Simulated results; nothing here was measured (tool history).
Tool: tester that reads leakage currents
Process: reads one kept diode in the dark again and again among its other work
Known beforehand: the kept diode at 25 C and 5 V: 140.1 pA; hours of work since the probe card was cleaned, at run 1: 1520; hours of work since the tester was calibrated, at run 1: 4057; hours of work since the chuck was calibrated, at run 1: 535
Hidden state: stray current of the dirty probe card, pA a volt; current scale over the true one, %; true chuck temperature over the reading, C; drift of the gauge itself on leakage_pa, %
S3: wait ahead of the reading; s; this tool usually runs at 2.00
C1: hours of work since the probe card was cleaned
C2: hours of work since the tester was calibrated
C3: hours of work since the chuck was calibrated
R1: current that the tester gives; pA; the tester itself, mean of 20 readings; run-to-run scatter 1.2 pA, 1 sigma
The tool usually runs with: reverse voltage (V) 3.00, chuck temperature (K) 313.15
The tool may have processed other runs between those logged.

run 1 hour=0.0 | reverse_voltage_(V)=3.00 chuck_temperature_(K)=313.15 S3=2.00 | C1=1520 C2=4057 C3=535 | R1=396.27
run 2 hour=135.5 | reverse_voltage_(V)=3.00 chuck_temperature_(K)=313.15 S3=2.00 | C1=1606 C2=4143 C3=621 | R1=396.86
run 3 hour=285.9 | reverse_voltage_(V)=3.00 chuck_temperature_(K)=313.15 S3=2.00 | C1=1701 C2=4238 C3=716 | R1=396.76
run 4 hour=488.5 | reverse_voltage_(V)=3.00 chuck_temperature_(K)=313.15 S3=2.00 | C1=1830 C2=4366 C3=844 | R1=395.82
run 5 hour=658.1 | reverse_voltage_(V)=3.00 chuck_temperature_(K)=313.15 S3=2.00 | C1=1937 C2=4474 C3=952 | R1=394.80
run 6 hour=866.5 | reverse_voltage_(V)=3.00 chuck_temperature_(K)=313.15 S3=2.00 | C1=2069 C2=4606 C3=1084 | R1=395.05
run 7 hour=1018.8 | reverse_voltage_(V)=3.00 chuck_temperature_(K)=313.15 S3=0.51 | C1=2166 C2=4703 C3=1181 | R1=395.66
-- hour=1125.8 chuck's temperature calibrated
run 8 hour=1181.6 | reverse_voltage_(V)=3.00 chuck_temperature_(K)=311.15 S3=2.00 | C1=2268 C2=4805 C3=35 | R1=333.29
run 9 hour=1276.3 | reverse_voltage_(V)=7.23 chuck_temperature_(K)=311.15 S3=2.00 | C1=2328 C2=4865 C3=95 | R1=546.80
run 10 hour=1402.5 | reverse_voltage_(V)=12.84 chuck_temperature_(K)=313.15 S3=2.00 | C1=2408 C2=4945 C3=175 | R1=895.45
run 11 hour=1552.4 | reverse_voltage_(V)=3.00 chuck_temperature_(K)=325.15 S3=2.00 | C1=2503 C2=5040 C3=271 | R1=1046.83
run 12 hour=1713.5 | reverse_voltage_(V)=3.00 chuck_temperature_(K)=313.15 S3=3.23 | C1=2605 C2=5142 C3=373 | R1=396.52
run 13 hour=1810.5 | reverse_voltage_(V)=3.00 chuck_temperature_(K)=313.15 S3=3.23 | C1=2667 C2=5203 C3=434 | R1=395.24
-- hour=1844.1 probe card cleaned and baked
run 14 hour=2015.4 | reverse_voltage_(V)=3.00 chuck_temperature_(K)=313.15 S3=3.23 | C1=109 C2=5331 C3=562 | R1=397.02
run 15 hour=2118.9 | reverse_voltage_(V)=3.00 chuck_temperature_(K)=313.15 S3=3.23 | C1=174 C2=5397 C3=628 | R1=393.58
run 16 hour=2302.5 | reverse_voltage_(V)=3.00 chuck_temperature_(K)=313.15 S3=2.00 | C1=291 C2=5514 C3=744 | R1=396.17
run 17 hour=2404.9 | reverse_voltage_(V)=3.00 chuck_temperature_(K)=327.15 S3=4.87 | C1=356 C2=5578 C3=809 | R1=1217.54
-- hour=2437.4 tester calibrated
run 18 hour=2543.4 | reverse_voltage_(V)=3.94 chuck_temperature_(K)=331.15 S3=5.17 | C1=442 C2=67 C3=896 | R1=1929.89
run 19 hour=2703.0 | reverse_voltage_(V)=3.94 chuck_temperature_(K)=331.15 S3=5.17 | C1=543 C2=168 C3=997 | R1=1917.19
run 20 hour=2882.9 | reverse_voltage_(V)=1.62 chuck_temperature_(K)=299.15 S3=6.06 | C1=657 C2=282 C3=1111 | R1=82.09
run 21 hour=3027.6 | reverse_voltage_(V)=3.00 chuck_temperature_(K)=329.15 S3=1.57 | C1=749 C2=374 C3=1203 | R1=1421.35
-- hour=3096.3 chuck's temperature calibrated
run 22 hour=3205.4 | reverse_voltage_(V)=3.00 chuck_temperature_(K)=329.15 S3=1.57 | C1=861 C2=486 C3=69 | R1=1421.72
run 23 hour=3315.7 | reverse_voltage_(V)=3.00 chuck_temperature_(K)=329.15 S3=1.57 | C1=931 C2=556 C3=139 | R1=1419.29
run 24 hour=3426.7 | reverse_voltage_(V)=1.41 chuck_temperature_(K)=329.15 S3=1.57 | C1=1001 C2=626 C3=209 | R1=936.92
run 25 hour=3530.3 | reverse_voltage_(V)=9.69 chuck_temperature_(K)=328.15 S3=7.21 | C1=1067 C2=692 C3=275 | R1=2529.39
run 26 hour=3729.5 | reverse_voltage_(V)=1.33 chuck_temperature_(K)=328.15 S3=7.21 | C1=1193 C2=818 C3=401 | R1=833.94
run 27 hour=3853.3 | reverse_voltage_(V)=2.34 chuck_temperature_(K)=308.15 S3=9.93 | C1=1271 C2=897 C3=480 | R1=224.30
run 28 hour=3995.4 | reverse_voltage_(V)=2.34 chuck_temperature_(K)=308.15 S3=9.93 | C1=1362 C2=987 C3=570 | R1=225.50
run 29 hour=4170.9 | reverse_voltage_(V)=12.65 chuck_temperature_(K)=308.15 S3=9.93 | C1=1473 C2=1098 C3=681 | R1=578.57
run 30 hour=4343.0 | reverse_voltage_(V)=12.65 chuck_temperature_(K)=308.15 S3=9.93 | C1=1582 C2=1207 C3=790 | R1=577.54

Estimate the outcome of run 31 from the log above:
run 31 hour=4555.2 | reverse_voltage_(V)=12.65 chuck_temperature_(K)=308.15 S3=9.93 | C1=1716 C2=1342 C3=925 | R1=?

R1: 575.48 pA
On a tool with no hidden condition, and with the same random variation, this run would have come out at R1 576.36 pA.

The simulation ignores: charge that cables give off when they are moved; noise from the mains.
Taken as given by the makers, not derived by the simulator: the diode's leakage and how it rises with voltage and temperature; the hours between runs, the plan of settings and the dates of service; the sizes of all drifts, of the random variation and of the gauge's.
